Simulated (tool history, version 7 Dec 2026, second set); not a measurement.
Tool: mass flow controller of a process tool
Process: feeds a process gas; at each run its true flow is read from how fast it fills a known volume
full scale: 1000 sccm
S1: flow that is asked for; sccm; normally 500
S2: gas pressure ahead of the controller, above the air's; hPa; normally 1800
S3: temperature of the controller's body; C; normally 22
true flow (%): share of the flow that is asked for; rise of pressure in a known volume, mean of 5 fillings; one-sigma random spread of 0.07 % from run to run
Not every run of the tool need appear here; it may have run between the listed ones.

{"run": 1, "hour": 0.0, "S1": 500, "S2": 1800, "S3": 22, "true flow (%)": 99.84}
{"run": 2, "hour": 85.9, "S1": 500, "S2": 1800, "S3": 22, "true flow (%)": 99.92}
{"run": 3, "hour": 216.4, "S1": 500, "S2": 1800, "S3": 22, "true flow (%)": 100.01}
{"run": 4, "hour": 317.9, "S1": 500, "S2": 1800, "S3": 22, "true flow (%)": 100.06}
{"run": 5, "hour": 491.1, "S1": 500, "S2": 1800, "S3": 22, "true flow (%)": 100.06}
{"run": 6, "hour": 569.8, "S1": 500, "S2": 2380, "S3": 22, "true flow (%)": 100.32}
{"run": 7, "hour": 663.5, "S1": 500, "S2": 1800, "S3": 22, "true flow (%)": 100.07}
{"run": 8, "hour": 796.4, "S1": 876, "S2": 1800, "S3": 22, "true flow (%)": 100.97}
{"run": 9, "hour": 938.1, "S1": 876, "S2": 1800, "S3": 22, "true flow (%)": 101.06}
{"run": 10, "hour": 1024.4, "S1": 794, "S2": 2150, "S3": 22, "true flow (%)": 101.02}
{"run": 11, "hour": 1166.6, "S1": 500, "S2": 1450, "S3": 22, "true flow (%)": 100.27}
{"run": 12, "hour": 1291.5, "S1": 500, "S2": 2070, "S3": 37, "true flow (%)": 99.95}
{"run": 13, "hour": 1453.1, "S1": 652, "S2": 1520, "S3": 22, "true flow (%)": 100.59}
{"run": 14, "hour": 1565.5, "S1": 392, "S2": 2540, "S3": 24, "true flow (%)": 100.74}

For run 15, what comes out?
{"run": 15, "hour": 1688.6, "S1": 271, "S2": 1800, "S3": 22, "true flow (%)": "?"}

{"run 15": {"true flow (%)": 100.98}}
Minus the tool's unlogged condition, the same run would have read true flow (%) 97.62.

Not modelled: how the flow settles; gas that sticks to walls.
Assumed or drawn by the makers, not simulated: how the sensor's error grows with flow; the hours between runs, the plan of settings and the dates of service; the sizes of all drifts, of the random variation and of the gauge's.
